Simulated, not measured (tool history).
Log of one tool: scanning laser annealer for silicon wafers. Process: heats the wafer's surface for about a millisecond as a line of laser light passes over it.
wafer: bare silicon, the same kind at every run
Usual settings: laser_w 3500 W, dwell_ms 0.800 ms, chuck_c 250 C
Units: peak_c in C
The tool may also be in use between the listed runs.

run   hour  laser_w  dwell_ms  chuck_c  peak_c
  1    0.0     3500     0.800      250     943
  2   13.1     3500     0.800      250     941
  3   31.0     3500     0.800      247     936
  4   50.4     3500     0.800      250     941
  5   63.3     3500     0.800      250     940
  6   77.4     3500     0.800      250     937
      81.2  -- window over the wafer cleaned
  7   91.9     3500     0.800      250     934
  8  114.0     3728     0.800      250     988
  9  135.5     3193     0.731      250     836
     138.7  -- window over the wafer cleaned, once more
 10  156.9     3193     0.731      250     843
 11  175.6     3155     0.732      250     837
 12  194.8     3515     0.896      243     980
 13  217.0     3515     0.896      243     977
 14  240.7     3370     0.704      229     846
 15  256.9     3370     0.704      229     843

5 ways to go on from here, each from the tool as it stands after run 15. What would each give?
  A  268.6     3351     0.773      221       ?
  B  268.6     3370     0.985      261       ?
  C  268.6     3849     0.994      250       ?
  D  268.6     3756     0.800      250       ?
  E  268.6     3483     0.912      273       ?

run  peak_c
  A     860
  B     994
  C    1108
  D     997
  E    1004
Without the tool's hidden state the same runs would have given:
run  peak_c
  A     874
  B    1010
  C    1127
  D    1013
  E    1020

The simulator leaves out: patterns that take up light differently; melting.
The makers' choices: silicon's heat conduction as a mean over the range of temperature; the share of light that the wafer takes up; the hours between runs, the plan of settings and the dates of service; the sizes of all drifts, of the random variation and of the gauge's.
